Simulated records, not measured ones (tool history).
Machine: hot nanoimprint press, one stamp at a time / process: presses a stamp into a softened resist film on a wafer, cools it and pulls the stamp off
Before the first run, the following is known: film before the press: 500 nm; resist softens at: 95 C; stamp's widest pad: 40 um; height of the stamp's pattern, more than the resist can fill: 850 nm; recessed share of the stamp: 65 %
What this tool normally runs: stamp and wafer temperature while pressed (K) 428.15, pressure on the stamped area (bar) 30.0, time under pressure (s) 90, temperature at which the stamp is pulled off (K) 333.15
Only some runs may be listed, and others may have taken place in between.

run   hour  stamp and wafer temperature while pressed (K)  pressure on the stamped area (bar)  time under pressure (s)  temperature at which the stamp is pulled off (K)  resist left under the stamp's widest pad (Å)  greatest force while the stamp is pulled off (N)
  1    0.0                                         428.15                                30.0                       90                                            333.15                                          2004                                               195
  2   37.3                                         428.15                                30.0                       90                                            333.15                                          2006                                               192
  3   86.7                                         428.15                                30.0                       90                                            333.15                                          1984                                               192
     113.8  -- stamp cleaned and given a new release coat
  4  139.3                                         428.15                                30.0                       90                                            333.15                                          1991                                               198
  5  186.5                                         428.15                                30.0                       90                                            333.15                                          1991                                               193
  6  225.5                                         428.15                                30.0                       90                                            333.15                                          1986                                               199
     256.4  -- plate thermocouple calibrated
  7  277.5                                         428.15                                30.0                      170                                            333.15                                          1515                                               192
  8  324.9                                         428.15                                30.0                       90                                            333.15                                          1997                                               193
  9  362.8                                         428.15                                30.0                       90                                            330.15                                          2015                                               205
 10  393.2                                         428.15                                30.0                      148                                            333.15                                          1610                                               194
 11  430.8                                         428.15                                30.0                      148                                            333.15                                          1600                                               190
 12  469.6                                         428.15                                30.0                      148                                            333.15                                          1603                                               190
 13  516.2                                         417.15                                25.4                       48                                            333.15                                          4102                                               198
 14  564.3                                         430.15                                45.8                       46                                            324.15                                          1956                                               238
 15  607.7                                         436.15                                28.4                       90                                            333.15                                          1306                                               202
 16  634.0                                         436.15                                28.4                       90                                            333.15                                          1300                                               199
 17  669.4                                         436.15                                28.4                       90                                            333.15                                          1308                                               191
 18  715.0                                         440.15                                30.0                       90                                            333.15                                          1016                                               193
 19  740.6                                         440.15                                30.0                       90                                            333.15                                          1022                                               198
 20  765.0                                         435.15                                35.1                       50                                            339.15                                          1631                                               177
     798.0  -- stamp cleaned and given a new release coat
 21  818.6                                         435.15                                29.8                      140                                            330.15                                          1099                                               206

Below are 4 alternative next runs, each starting from the tool's condition after run 21. Predict each:
  A  862.7                                         429.15                                30.0                       90                                            333.15                                             ?                                                 ?
  B  862.7                                         435.15                                29.8                      170                                            319.15                                             ?                                                 ?
  C  862.7                                         428.15                                30.0                       46                                            333.15                                             ?                                                 ?
  D  862.7                                         439.15                                47.2                       46                                            330.15                                             ?                                                 ?

run  resist left under the stamp's widest pad (Å)  greatest force while the stamp is pulled off (N)
  A                                          1882                                               197
  B                                           999                                               244
  C                                          2582                                               185
  D                                          1190                                               215
Take away the tool's hidden state, keep each run's random variation, and the runs would have read:
run  resist left under the stamp's widest pad (Å)  greatest force while the stamp is pulled off (N)
  A                                          1883                                               197
  B                                           999                                               244
  C                                          2583                                               185
  D                                          1191                                               215

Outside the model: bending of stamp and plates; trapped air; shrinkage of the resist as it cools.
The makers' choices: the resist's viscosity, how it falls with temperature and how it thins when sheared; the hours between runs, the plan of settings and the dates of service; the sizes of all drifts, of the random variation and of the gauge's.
